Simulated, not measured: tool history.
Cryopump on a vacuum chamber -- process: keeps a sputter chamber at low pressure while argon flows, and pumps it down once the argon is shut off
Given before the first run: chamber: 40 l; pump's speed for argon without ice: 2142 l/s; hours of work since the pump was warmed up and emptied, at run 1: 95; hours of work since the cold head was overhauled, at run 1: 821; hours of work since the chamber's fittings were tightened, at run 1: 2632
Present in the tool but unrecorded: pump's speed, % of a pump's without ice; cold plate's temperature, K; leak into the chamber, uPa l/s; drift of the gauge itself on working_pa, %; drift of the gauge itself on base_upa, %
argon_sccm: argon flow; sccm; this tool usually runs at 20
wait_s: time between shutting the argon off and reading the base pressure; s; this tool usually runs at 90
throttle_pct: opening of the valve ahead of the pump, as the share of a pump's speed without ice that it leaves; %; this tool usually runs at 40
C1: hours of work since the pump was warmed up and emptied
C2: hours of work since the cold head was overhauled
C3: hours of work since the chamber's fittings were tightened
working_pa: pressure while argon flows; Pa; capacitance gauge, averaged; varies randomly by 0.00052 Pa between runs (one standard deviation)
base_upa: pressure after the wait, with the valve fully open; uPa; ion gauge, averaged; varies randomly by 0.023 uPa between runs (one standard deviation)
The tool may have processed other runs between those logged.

Run 1, hour 0: usual settings; C1 95; C2 821; C3 2632. Result: working_pa 0.0396 Pa, base_upa 1.66 uPa.
Run 2, hour 76.4: usual settings; C1 151; C2 877; C3 2688. Result: working_pa 0.0411 Pa, base_upa 1.72 uPa.
Run 3, hour 150.8: usual settings but wait_s 63 s; C1 206; C2 932; C3 2743. Result: working_pa 0.0417 Pa, base_upa 2 uPa.
Run 4, hour 216.5: usual settings but wait_s 63 s; C1 255; C2 980; C3 2791. Result: working_pa 0.0424 Pa, base_upa 2.06 uPa.
Run 5, hour 288.4: usual settings but wait_s 63 s; C1 307; C2 1033; C3 2844. Result: working_pa 0.0431 Pa, base_upa 2.13 uPa.
Run 6, hour 347.9: usual settings but wait_s 47 s; C1 351; C2 1077; C3 2888. Result: working_pa 0.0424 Pa, base_upa 2.51 uPa.
Run 7, hour 412.5: usual settings but wait_s 47 s; C1 399; C2 1125; C3 2936. Result: working_pa 0.043 Pa, base_upa 2.49 uPa.
Run 8, hour 496.4: usual settings but wait_s 47 s; C1 461; C2 1186; C3 2997. Result: working_pa 0.0443 Pa, base_upa 2.67 uPa.
Run 9, hour 574.4: usual settings but wait_s 47 s; C1 518; C2 1244; C3 3055. Result: working_pa 0.0452 Pa, base_upa 2.7 uPa.
Run 10, hour 616.2: usual settings but wait_s 80 s; C1 549; C2 1275; C3 3086. Result: working_pa 0.0453 Pa, base_upa 2.22 uPa.
Run 11, hour 698.8: usual settings but wait_s 80 s; C1 610; C2 1335; C3 3146. Result: working_pa 0.0454 Pa, base_upa 2.32 uPa.
Run 12, hour 740.3: usual settings but wait_s 53 s; C1 640; C2 1366; C3 3177. Result: working_pa 0.0463 Pa, base_upa 2.7 uPa.
At hour 786.3: pump warmed up, emptied and cooled again.
Run 13, hour 811: usual settings but throttle_pct 29 %; C1 18; C2 1414; C3 3225. Result: working_pa 0.0548 Pa, base_upa 1.79 uPa.
Run 14, hour 867.1: usual settings; C1 59; C2 1456; C3 3266. Result: working_pa 0.0394 Pa, base_upa 1.84 uPa.
At hour 883.2: leaking fittings of the chamber tightened, without venting.
Run 15, hour 939.8: usual settings; C1 111; C2 1508; C3 42. Result: working_pa 0.0408 Pa, base_upa 0.83 uPa.
Run 16, hour 999.5: usual settings; C1 155; C2 1552; C3 86. Result: working_pa 0.0411 Pa, base_upa 0.82 uPa.
Run 17, hour 1049.7: usual settings but argon_sccm 15 sccm; C1 192; C2 1589; C3 123. Result: working_pa 0.0317 Pa, base_upa 0.92 uPa.
Run 18, hour 1093.5: usual settings but argon_sccm 22 sccm, wait_s 191 s, throttle_pct 19 %; C1 225; C2 1621; C3 155. Result: working_pa 0.0932 Pa, base_upa 0.58 uPa.
Run 19, hour 1146: usual settings but argon_sccm 13 sccm, wait_s 247 s, throttle_pct 19 %; C1 263; C2 1659; C3 193. Result: working_pa 0.056 Pa, base_upa 0.55 uPa.
Run 20, hour 1231.7: usual settings but argon_sccm 13 sccm, wait_s 247 s, throttle_pct 19 %; C1 326; C2 1722; C3 256. Result: working_pa 0.0559 Pa, base_upa 0.56 uPa.
Run 21, hour 1295.5: usual settings but argon_sccm 13 sccm, wait_s 247 s, throttle_pct 19 %; C1 373; C2 1769; C3 303. Result: working_pa 0.0562 Pa, base_upa 0.57 uPa.
Run 22, hour 1349.8: usual settings but argon_sccm 13 sccm, wait_s 247 s, throttle_pct 19 %; C1 413; C2 1809; C3 343. Result: working_pa 0.0564 Pa, base_upa 0.59 uPa.
Run 23, hour 1424.6: usual settings but argon_sccm 12 sccm, wait_s 126 s, throttle_pct 29 %; C1 468; C2 1864; C3 398. Result: working_pa 0.0352 Pa, base_upa 0.85 uPa.
Run 24, hour 1475.1: usual settings but argon_sccm 12 sccm, wait_s 126 s, throttle_pct 29 %; C1 505; C2 1902; C3 436. Result: working_pa 0.0356 Pa, base_upa 0.89 uPa.
Run 25, hour 1549.2: usual settings but argon_sccm 18 sccm, wait_s 237 s, throttle_pct 18 %; C1 560; C2 1956; C3 490. Result: working_pa 0.0843 Pa, base_upa 0.69 uPa.
Run 26, hour 1616.6: usual settings but throttle_pct 48 %; C1 610; C2 2006; C3 540. Result: working_pa 0.0398 Pa, base_upa 1.1 uPa.
Run 27, hour 1681.7: usual settings but throttle_pct 48 %; C1 658; C2 2054; C3 588. Result: working_pa 0.0392 Pa, base_upa 1.12 uPa.
At hour 1704.6: pump warmed up, emptied and cooled again.
Run 28, hour 1756: usual settings but throttle_pct 19 %; C1 38; C2 2105; C3 639. Result: working_pa 0.084 Pa, base_upa 1.03 uPa.
Run 29, hour 1838.6: usual settings but argon_sccm 27 sccm, wait_s 218 s, throttle_pct 28 %; C1 99; C2 2165; C3 699. Result: working_pa 0.0781 Pa, base_upa 0.68 uPa.
Run 30, hour 1903.1: usual settings but argon_sccm 27 sccm, wait_s 218 s, throttle_pct 28 %; C1 146; C2 2213; C3 747. Result: working_pa 0.0786 Pa, base_upa 0.73 uPa.
Run 31, hour 1959.4: usual settings but argon_sccm 17 sccm, wait_s 37 s, throttle_pct 28 %; C1 187; C2 2254; C3 788. Result: working_pa 0.0494 Pa, base_upa 2.02 uPa.
Run 32, hour 2016.3: usual settings but argon_sccm 9 sccm, wait_s 37 s, throttle_pct 47 %; C1 229; C2 2296; C3 830. Result: working_pa 0.0156 Pa, base_upa 2.08 uPa.
Run 33, hour 2063.8: usual settings but argon_sccm 9 sccm, wait_s 37 s, throttle_pct 47 %; C1 264; C2 2331; C3 865. Result: working_pa 0.0165 Pa, base_upa 2.03 uPa.
Run 34, hour 2147.2: usual settings but argon_sccm 13 sccm, wait_s 30 s, throttle_pct 16 %; C1 326; C2 2393; C3 927. Result: working_pa 0.0666 Pa, base_upa 2.42 uPa.

Pick out some run-to-run changes in working_pa. Of each, how much would a tool without hidden state show as well, from the settings, what came in and chance, and how much is left for the hidden state and any gauge scatter not in both results compared?
Run 12 -> 13: wait_s 53 -> 90, throttle_pct 40 -> 29, pump warmed up, emptied and cooled again. working_pa +0.0085 Pa: hidden state -0.0067, all else +0.0152.
Run 17 -> 18: argon_sccm 15 -> 22, wait_s 90 -> 191, throttle_pct 40 -> 19. working_pa +0.0615 Pa: hidden state +0.001, all else +0.0605.
Run 24 -> 25: argon_sccm 12 -> 18, wait_s 126 -> 237, throttle_pct 29 -> 18. working_pa +0.0487 Pa: hidden state +0.0021, all else +0.0466.
Run 27 -> 28: throttle_pct 48 -> 19, pump warmed up, emptied and cooled again. working_pa +0.0448 Pa: hidden state -0.0059, all else +0.0507.
Run 33 -> 34: argon_sccm 9 -> 13, wait_s 37 -> 30, throttle_pct 47 -> 16. working_pa +0.0501 Pa: hidden state +0.0008, all else +0.0493.
